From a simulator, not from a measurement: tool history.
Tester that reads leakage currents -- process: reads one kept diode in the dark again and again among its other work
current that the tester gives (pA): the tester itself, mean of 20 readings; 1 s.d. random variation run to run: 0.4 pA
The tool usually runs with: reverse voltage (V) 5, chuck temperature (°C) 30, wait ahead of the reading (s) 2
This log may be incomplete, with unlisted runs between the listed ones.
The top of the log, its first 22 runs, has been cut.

run	hour	reverse voltage (V)	chuck temperature (°C)	wait ahead of the reading (s)	current that the tester gives (pA)
23	1180	6.41	30	2	137.26
24	1252.5	1.59	30	1.31	72.36
25	1317.1	1.59	30	1.31	71.76
26	1350.7	1.59	30	1.32	71.49
27	1412.6	1.59	30	1.32	71.6
28	1477.9	1.59	30	1.32	71.64
29	1515.8	1.59	30	1.35	71.29
30	1555.2	19.77	32	0.47	281.52
31	1611.5	19.77	22	0.47	117.28
32	1669.2	19.77	22	0.47	118.72
33	1734.3	19.77	22	0.47	118.26
34	1766.9	19.77	22	0.47	118.65
35	1827.1	5	39	0.68	268.93
36	1897.3	5	39	0.68	268.96
37	1955	5	39	0.68	267.94
38	1994.8	3.73	51	2	638.18
39	2057.2	1.11	47	8.85	262.27

Alternative continuations, all from the tool just after run 39; predict every row:
A	2120.6	1.11	49	0.35	?
B	2120.6	6.27	39	8.85	?
C	2120.6	1.11	47	5	?

run	current that the tester gives (pA)
A	310.56
B	296.09
C	263.7
Stripped of hidden state, with their random variation kept, the same runs would have yielded:
run	current that the tester gives (pA)
A	350.56
B	331.98
C	297.97

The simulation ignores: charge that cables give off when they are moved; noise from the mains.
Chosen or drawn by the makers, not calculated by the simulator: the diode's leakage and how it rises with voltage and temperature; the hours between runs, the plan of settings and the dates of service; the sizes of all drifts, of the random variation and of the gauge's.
